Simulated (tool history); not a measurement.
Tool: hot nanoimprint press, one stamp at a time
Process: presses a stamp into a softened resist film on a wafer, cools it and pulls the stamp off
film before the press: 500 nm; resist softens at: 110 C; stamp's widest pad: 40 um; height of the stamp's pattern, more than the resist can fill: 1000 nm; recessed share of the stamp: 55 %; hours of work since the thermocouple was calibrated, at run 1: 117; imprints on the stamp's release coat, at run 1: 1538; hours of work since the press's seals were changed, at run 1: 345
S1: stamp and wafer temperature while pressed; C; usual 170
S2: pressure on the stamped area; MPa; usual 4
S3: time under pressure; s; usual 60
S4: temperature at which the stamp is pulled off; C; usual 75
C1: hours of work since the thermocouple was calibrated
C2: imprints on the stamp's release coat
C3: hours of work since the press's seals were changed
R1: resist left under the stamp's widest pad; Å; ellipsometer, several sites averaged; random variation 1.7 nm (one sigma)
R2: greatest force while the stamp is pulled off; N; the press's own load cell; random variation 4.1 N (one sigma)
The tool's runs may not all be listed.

run     day   S1    S2  S3  S4   C1    C2   C3    R1   R2
  1       0  170     4  60  75  117  1538  345  2755  294
  2   1.525  170     4  60  75  141  1645  369  2732  293
      1.858  -- stamp cleaned and given a new release coat
  3   2.658  170     4  60  83  155    56  383  2776  158
  4   4.133  170     4  60  76  179   160  406  2770  213
  5   4.992  170     4  60  76  192   221  420  2765  210
  6   6.758  170     4  60  76  220   345  448  2798  209
  7     8.3  170     4  60  76  245   454  472  2766  226
  8  10.004  170     4  60  68  271   574  499  2772  274
  9  11.754  170     4  60  68  299   697  527  2826  285
 10  13.433  176     4  60  75  326   815  553  2192  248
     14.788  -- plate thermocouple calibrated
 11  15.229  170     4  60  75    7   933  579  2713  245
 12    16.1  170     4  60  75   21   994  593  2716  261
 13  16.883  170     4  60  75   33  1049  606  2746  256
 14  17.917  170     4  61  75   49  1122  622  2706  265
 15  19.538  170     4  60  75   75  1236  648  2736  270
 16  21.138  170  3.37  60  71  100  1349  673  2964  305
 17  22.554  166  2.88  37  75  123  1449  695  4049  291
 18  24.417  166  5.96  80  75  152  1580  725  2509  297
     25.692  -- stamp cleaned and given a new release coat
 19  25.779  166  5.96  80  75  170     6  742  2537  196
 20  26.621  170  5.96  70  81  183    65  755  2178  177
 21  27.871  179     4  60  75  203   153  775  1868  212
 22  29.521  178  2.95  60  75  229   270  801  2354  216
 23  30.829  167     4  61  75  249   362  822  3167  222
 24  32.704  167     4  61  66  279   494  852  3235  294
 25  33.504  165     4  61  71  292   550  864  3429  254
 26  34.912  168     4  65  81  314   649  886  3037  190
 27  36.604  166  5.02  89  62  341   769  913  2727  332
     37.054  -- plate thermocouple calibrated
 28  37.954  170  3.15  60  75   14   855  932  3057  254
 29  38.708  170  3.15  60  75   26   908  944  3036  251

Forecast each of these 5 alternatives for the next run:
  A  39.592  159  3.15   63  76  40  970  958   ?   ?
  B  39.592  162     4  120  75  40  970  958   ?   ?
  C  39.592  170  3.15   60  65  40  970  958   ?   ?
  D  39.592  176  3.15   60  75  40  970  958   ?   ?
  E  39.592  170  3.65   60  75  40  970  958   ?   ?

run    R1   R2
  A  4295  248
  B  3198  254
  C  3070  316
  D  2367  260
  E  2841  251
Without the tool's hidden state the same runs would have given:
run    R1   R2
  A  4265  192
  B  3137  197
  C  3023  245
  D  2324  201
  E  2787  195
